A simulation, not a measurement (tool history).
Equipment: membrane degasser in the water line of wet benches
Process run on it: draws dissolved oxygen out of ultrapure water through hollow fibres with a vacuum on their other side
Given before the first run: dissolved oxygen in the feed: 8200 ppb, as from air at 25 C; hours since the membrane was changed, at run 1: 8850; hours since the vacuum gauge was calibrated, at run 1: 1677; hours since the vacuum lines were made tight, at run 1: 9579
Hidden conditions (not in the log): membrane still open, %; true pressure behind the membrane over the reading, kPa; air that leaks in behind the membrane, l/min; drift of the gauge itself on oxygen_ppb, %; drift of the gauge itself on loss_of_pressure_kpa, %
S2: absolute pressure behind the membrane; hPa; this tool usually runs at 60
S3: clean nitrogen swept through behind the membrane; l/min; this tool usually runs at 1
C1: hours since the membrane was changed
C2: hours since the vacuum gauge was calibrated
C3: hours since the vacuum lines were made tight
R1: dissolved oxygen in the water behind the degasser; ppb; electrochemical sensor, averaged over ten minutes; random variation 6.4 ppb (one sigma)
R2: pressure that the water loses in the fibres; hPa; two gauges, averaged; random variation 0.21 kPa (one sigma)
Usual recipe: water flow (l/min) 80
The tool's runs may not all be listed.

{"run": 1, "day": 0.0, "water flow (l/min)": 80, "S2": 60, "S3": 1, "C1": 8850, "C2": 1677, "C3": 9579, "R1": 637.2, "R2": 501}
{"run": 2, "day": 8.083, "water flow (l/min)": 80, "S2": 60, "S3": 1, "C1": 9045, "C2": 1871, "C3": 9773, "R1": 638.3, "R2": 496.6}
{"day": 10.871, "done": "seals of the vacuum lines changed"}
{"run": 3, "day": 18.154, "water flow (l/min)": 80, "S2": 60, "S3": 1, "C1": 9284, "C2": 2111, "C3": 175, "R1": 655.7, "R2": 500.3}
{"run": 4, "day": 28.579, "water flow (l/min)": 80, "S2": 60, "S3": 1, "C1": 9534, "C2": 2361, "C3": 425, "R1": 636.8, "R2": 495.4}
{"run": 5, "day": 37.788, "water flow (l/min)": 80, "S2": 62.1, "S3": 1, "C1": 9755, "C2": 2582, "C3": 646, "R1": 659.3, "R2": 495.8}
{"run": 6, "day": 43.871, "water flow (l/min)": 80, "S2": 62.1, "S3": 0.65, "C1": 9901, "C2": 2728, "C3": 792, "R1": 776.3, "R2": 497.8}
{"run": 7, "day": 53.575, "water flow (l/min)": 80, "S2": 62.1, "S3": 0.65, "C1": 10134, "C2": 2961, "C3": 1025, "R1": 777.8, "R2": 497.7}
{"run": 8, "day": 62.104, "water flow (l/min)": 80, "S2": 62.1, "S3": 0.65, "C1": 10339, "C2": 3166, "C3": 1230, "R1": 770.5, "R2": 503.7}
{"run": 9, "day": 68.483, "water flow (l/min)": 80, "S2": 62.1, "S3": 0.65, "C1": 10492, "C2": 3319, "C3": 1383, "R1": 776.1, "R2": 499.5}
{"run": 10, "day": 78.429, "water flow (l/min)": 80, "S2": 60, "S3": 1, "C1": 10731, "C2": 3558, "C3": 1621, "R1": 648.4, "R2": 502.1}
{"run": 11, "day": 86.112, "water flow (l/min)": 80, "S2": 60, "S3": 0.92, "C1": 10915, "C2": 3742, "C3": 1806, "R1": 664.2, "R2": 500.9}
{"run": 12, "day": 96.242, "water flow (l/min)": 80, "S2": 60, "S3": 0.92, "C1": 11158, "C2": 3985, "C3": 2049, "R1": 666.8, "R2": 502.7}
{"run": 13, "day": 101.912, "water flow (l/min)": 80, "S2": 60, "S3": 0.92, "C1": 11294, "C2": 4121, "C3": 2185, "R1": 659.6, "R2": 504.2}
{"run": 14, "day": 106.979, "water flow (l/min)": 80, "S2": 60, "S3": 0.92, "C1": 11416, "C2": 4243, "C3": 2307, "R1": 666.1, "R2": 502.6}
{"run": 15, "day": 115.229, "water flow (l/min)": 80, "S2": 60, "S3": 0.92, "C1": 11614, "C2": 4441, "C3": 2505, "R1": 665.4, "R2": 502.7}
{"run": 16, "day": 124.917, "water flow (l/min)": 80, "S2": 60, "S3": 1, "C1": 11847, "C2": 4673, "C3": 2737, "R1": 636.9, "R2": 503.3}
{"run": 17, "day": 131.925, "water flow (l/min)": 80, "S2": 139.7, "S3": 1.04, "C1": 12015, "C2": 4842, "C3": 2905, "R1": 1494.6, "R2": 506}
{"run": 18, "day": 141.588, "water flow (l/min)": 67, "S2": 98.9, "S3": 0.96, "C1": 12247, "C2": 5073, "C3": 3137, "R1": 911.8, "R2": 423.7}
{"run": 19, "day": 146.4, "water flow (l/min)": 67, "S2": 89.6, "S3": 0.42, "C1": 12362, "C2": 5189, "C3": 3253, "R1": 1200, "R2": 418.5}
{"run": 20, "day": 156.183, "water flow (l/min)": 58, "S2": 96, "S3": 0.41, "C1": 12597, "C2": 5424, "C3": 3488, "R1": 1192.4, "R2": 367.3}
{"run": 21, "day": 162.588, "water flow (l/min)": 58, "S2": 96, "S3": 0.41, "C1": 12751, "C2": 5577, "C3": 3641, "R1": 1190.8, "R2": 365.9}
{"run": 22, "day": 172.633, "water flow (l/min)": 51, "S2": 60, "S3": 1.07, "C1": 12992, "C2": 5819, "C3": 3882, "R1": 310.9, "R2": 323.2}
{"run": 23, "day": 179.238, "water flow (l/min)": 80, "S2": 60, "S3": 1.03, "C1": 13150, "C2": 5977, "C3": 4041, "R1": 633.4, "R2": 507.6}
{"run": 24, "day": 187.033, "water flow (l/min)": 80, "S2": 58.8, "S3": 1.03, "C1": 13337, "C2": 6164, "C3": 4228, "R1": 624.3, "R2": 506.9}
{"run": 25, "day": 197.4, "water flow (l/min)": 80, "S2": 58.8, "S3": 1.03, "C1": 13586, "C2": 6413, "C3": 4477, "R1": 623.7, "R2": 511}
{"run": 26, "day": 204.746, "water flow (l/min)": 124, "S2": 58.7, "S3": 1, "C1": 13762, "C2": 6589, "C3": 4653, "R1": 1210.2, "R2": 787.1}
{"day": 210.158, "done": "vacuum gauge calibrated"}
{"run": 27, "day": 216.092, "water flow (l/min)": 56, "S2": 98, "S3": 2.12, "C1": 14034, "C2": 142, "C3": 4925, "R1": 450.7, "R2": 355.8}
{"run": 28, "day": 227.367, "water flow (l/min)": 56, "S2": 98, "S3": 2.12, "C1": 14305, "C2": 413, "C3": 5195, "R1": 454.4, "R2": 353.3}
{"run": 29, "day": 235.154, "water flow (l/min)": 56, "S2": 98, "S3": 2.12, "C1": 14492, "C2": 600, "C3": 5382, "R1": 451.6, "R2": 355.2}
{"run": 30, "day": 242.858, "water flow (l/min)": 95, "S2": 98, "S3": 0.52, "C1": 14677, "C2": 785, "C3": 5567, "R1": 1645.5, "R2": 604.4}
{"day": 243.462, "done": "gauge calibrated"}
{"run": 31, "day": 251.608, "water flow (l/min)": 52, "S2": 64.3, "S3": 2.97, "C1": 14887, "C2": 995, "C3": 5777, "R1": 193.1, "R2": 324.8}

Pick out some run-to-run changes in R2. Of each, how much would a tool without hidden state show as well, from the settings, what came in and chance, and how much is left for the hidden state and any gauge scatter not in both results compared?
Run 25 -> 26: water flow (l/min) 80 -> 124, S2 58.8 -> 58.7, S3 1.03 -> 1. R2 +276.1 hPa: hidden state +6.6, all else +269.5.
Run 26 -> 27: water flow (l/min) 124 -> 56, S2 58.7 -> 98, S3 1 -> 2.12, vacuum gauge calibrated. R2 -431.3 hPa: hidden state -9.4, all else -421.9.
Run 29 -> 30: water flow (l/min) 56 -> 95, S3 2.12 -> 0.52. R2 +249.2 hPa: hidden state +7, all else +242.2.
Run 30 -> 31: water flow (l/min) 95 -> 52, S2 98 -> 64.3, S3 0.52 -> 2.97, gauge calibrated. R2 -279.6 hPa: hidden state -15.5, all else -264.1.
